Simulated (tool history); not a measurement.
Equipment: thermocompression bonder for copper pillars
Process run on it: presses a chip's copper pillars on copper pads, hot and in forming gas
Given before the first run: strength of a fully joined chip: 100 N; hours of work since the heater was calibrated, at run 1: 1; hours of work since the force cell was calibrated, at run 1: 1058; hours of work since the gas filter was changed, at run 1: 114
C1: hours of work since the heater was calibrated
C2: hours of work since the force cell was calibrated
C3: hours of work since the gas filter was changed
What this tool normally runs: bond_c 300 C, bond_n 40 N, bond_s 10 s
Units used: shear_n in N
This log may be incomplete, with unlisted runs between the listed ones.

{"run": 1, "hour": 0.0, "bond_c": 300, "bond_n": 40, "bond_s": 10, "C1": 1, "C2": 1058, "C3": 114, "shear_n": 74.8}
{"run": 2, "hour": 37.6, "bond_c": 300, "bond_n": 40, "bond_s": 10, "C1": 20, "C2": 1076, "C3": 132, "shear_n": 75.5}
{"run": 3, "hour": 71.0, "bond_c": 300, "bond_n": 40, "bond_s": 10, "C1": 36, "C2": 1093, "C3": 149, "shear_n": 75.6}
{"run": 4, "hour": 122.2, "bond_c": 300, "bond_n": 40, "bond_s": 12, "C1": 61, "C2": 1118, "C3": 174, "shear_n": 78.4}
{"run": 5, "hour": 147.9, "bond_c": 300, "bond_n": 40, "bond_s": 12, "C1": 74, "C2": 1130, "C3": 187, "shear_n": 77.0}
{"run": 6, "hour": 198.6, "bond_c": 300, "bond_n": 31, "bond_s": 10, "C1": 99, "C2": 1155, "C3": 211, "shear_n": 67.5}
{"run": 7, "hour": 232.1, "bond_c": 300, "bond_n": 31, "bond_s": 10, "C1": 115, "C2": 1172, "C3": 228, "shear_n": 67.9}
{"run": 8, "hour": 256.9, "bond_c": 300, "bond_n": 31, "bond_s": 10, "C1": 127, "C2": 1184, "C3": 240, "shear_n": 68.2}
{"run": 9, "hour": 290.2, "bond_c": 323, "bond_n": 40, "bond_s": 10, "C1": 144, "C2": 1200, "C3": 256, "shear_n": 88.1}
{"run": 10, "hour": 331.4, "bond_c": 323, "bond_n": 40, "bond_s": 10, "C1": 164, "C2": 1220, "C3": 277, "shear_n": 85.5}
{"run": 11, "hour": 354.4, "bond_c": 323, "bond_n": 40, "bond_s": 10, "C1": 175, "C2": 1232, "C3": 288, "shear_n": 85.7}
{"run": 12, "hour": 398.1, "bond_c": 323, "bond_n": 40, "bond_s": 10, "C1": 196, "C2": 1253, "C3": 309, "shear_n": 85.3}
{"run": 13, "hour": 444.7, "bond_c": 323, "bond_n": 40, "bond_s": 10, "C1": 219, "C2": 1276, "C3": 332, "shear_n": 85.5}
{"hour": 452.0, "done": "forming gas filter changed"}
{"run": 14, "hour": 471.3, "bond_c": 300, "bond_n": 40, "bond_s": 10, "C1": 232, "C2": 1289, "C3": 9, "shear_n": 75.6}
{"run": 15, "hour": 516.9, "bond_c": 329, "bond_n": 40, "bond_s": 10, "C1": 254, "C2": 1311, "C3": 32, "shear_n": 90.8}
{"hour": 522.8, "done": "heater calibrated with a thermocouple chip"}
{"run": 16, "hour": 559.8, "bond_c": 300, "bond_n": 29, "bond_s": 10, "C1": 18, "C2": 1331, "C3": 52, "shear_n": 65.8}
{"run": 17, "hour": 595.1, "bond_c": 300, "bond_n": 29, "bond_s": 10, "C1": 35, "C2": 1348, "C3": 69, "shear_n": 66.0}
{"run": 18, "hour": 639.7, "bond_c": 300, "bond_n": 29, "bond_s": 10, "C1": 57, "C2": 1370, "C3": 91, "shear_n": 64.8}
{"run": 19, "hour": 664.9, "bond_c": 300, "bond_n": 29, "bond_s": 10, "C1": 70, "C2": 1383, "C3": 103, "shear_n": 65.3}
{"run": 20, "hour": 698.9, "bond_c": 300, "bond_n": 40, "bond_s": 10, "C1": 86, "C2": 1399, "C3": 120, "shear_n": 74.2}
{"run": 21, "hour": 730.9, "bond_c": 300, "bond_n": 40, "bond_s": 13, "C1": 102, "C2": 1415, "C3": 136, "shear_n": 78.1}
{"run": 22, "hour": 762.2, "bond_c": 282, "bond_n": 40, "bond_s": 10, "C1": 117, "C2": 1430, "C3": 151, "shear_n": 61.6}
{"run": 23, "hour": 794.3, "bond_c": 282, "bond_n": 40, "bond_s": 10, "C1": 133, "C2": 1446, "C3": 167, "shear_n": 60.9}
{"hour": 825.0, "done": "heater calibrated with a thermocouple chip, once more"}
{"run": 24, "hour": 845.2, "bond_c": 278, "bond_n": 55, "bond_s": 10, "C1": 10, "C2": 1470, "C3": 191, "shear_n": 68.4}
{"run": 25, "hour": 876.3, "bond_c": 278, "bond_n": 55, "bond_s": 5, "C1": 25, "C2": 1485, "C3": 206, "shear_n": 56.6}
{"run": 26, "hour": 912.5, "bond_c": 323, "bond_n": 49, "bond_s": 7, "C1": 43, "C2": 1503, "C3": 224, "shear_n": 86.7}
{"run": 27, "hour": 938.0, "bond_c": 320, "bond_n": 40, "bond_s": 21, "C1": 55, "C2": 1516, "C3": 236, "shear_n": 94.5}
{"run": 28, "hour": 987.3, "bond_c": 320, "bond_n": 40, "bond_s": 21, "C1": 80, "C2": 1540, "C3": 261, "shear_n": 93.0}
{"run": 29, "hour": 1026.6, "bond_c": 297, "bond_n": 30, "bond_s": 12, "C1": 99, "C2": 1559, "C3": 280, "shear_n": 68.5}
{"hour": 1041.9, "done": "force cell calibrated"}
{"run": 30, "hour": 1066.7, "bond_c": 297, "bond_n": 30, "bond_s": 12, "C1": 118, "C2": 12, "C3": 299, "shear_n": 66.0}
{"run": 31, "hour": 1120.1, "bond_c": 293, "bond_n": 30, "bond_s": 12, "C1": 144, "C2": 38, "C3": 325, "shear_n": 63.9}
{"hour": 1141.9, "done": "forming gas filter changed"}
{"run": 32, "hour": 1170.0, "bond_c": 290, "bond_n": 33, "bond_s": 5, "C1": 168, "C2": 63, "C3": 14, "shear_n": 49.8}
{"run": 33, "hour": 1221.8, "bond_c": 300, "bond_n": 29, "bond_s": 10, "C1": 194, "C2": 88, "C3": 39, "shear_n": 65.5}
{"run": 34, "hour": 1248.6, "bond_c": 300, "bond_n": 29, "bond_s": 9, "C1": 207, "C2": 101, "C3": 52, "shear_n": 63.7}
{"run": 35, "hour": 1273.3, "bond_c": 300, "bond_n": 29, "bond_s": 9, "C1": 219, "C2": 113, "C3": 64, "shear_n": 63.3}
{"run": 36, "hour": 1324.6, "bond_c": 300, "bond_n": 29, "bond_s": 9, "C1": 244, "C2": 138, "C3": 90, "shear_n": 62.5}
{"run": 37, "hour": 1365.6, "bond_c": 300, "bond_n": 29, "bond_s": 9, "C1": 264, "C2": 158, "C3": 110, "shear_n": 62.5}
{"run": 38, "hour": 1401.3, "bond_c": 298, "bond_n": 42, "bond_s": 8, "C1": 282, "C2": 176, "C3": 127, "shear_n": 69.7}
{"run": 39, "hour": 1430.7, "bond_c": 272, "bond_n": 31, "bond_s": 21, "C1": 296, "C2": 190, "C3": 142, "shear_n": 59.7}

Each run again, without the hidden state but with its own random variation kept:
Hidden state present: true temperature of the bond over the reading, C; force that reaches the chip, % of what is set; oxide that the forming gas leaves, % of the face; drift of the gauge itself on shear_n, %.
run=1 shear_n=73.7
run=2 shear_n=74.6
run=3 shear_n=74.8
run=4 shear_n=78.0
run=5 shear_n=76.7
run=6 shear_n=67.2
run=7 shear_n=67.7
run=8 shear_n=68.2
run=9 shear_n=89.0
run=10 shear_n=86.6
run=11 shear_n=86.9
run=12 shear_n=86.7
run=13 shear_n=87.1
run=14 shear_n=75.0
run=15 shear_n=90.6
run=16 shear_n=66.0
run=17 shear_n=66.3
run=18 shear_n=65.3
run=19 shear_n=65.9
run=20 shear_n=75.1
run=21 shear_n=79.2
run=22 shear_n=62.8
run=23 shear_n=62.2
run=24 shear_n=67.2
run=25 shear_n=55.3
run=26 shear_n=86.8
run=27 shear_n=95.4
run=28 shear_n=94.2
run=29 shear_n=68.3
run=30 shear_n=68.0
run=31 shear_n=66.1
run=32 shear_n=50.4
run=33 shear_n=66.4
run=34 shear_n=64.8
run=35 shear_n=64.4
run=36 shear_n=63.9
run=37 shear_n=64.0
run=38 shear_n=71.6
run=39 shear_n=61.7
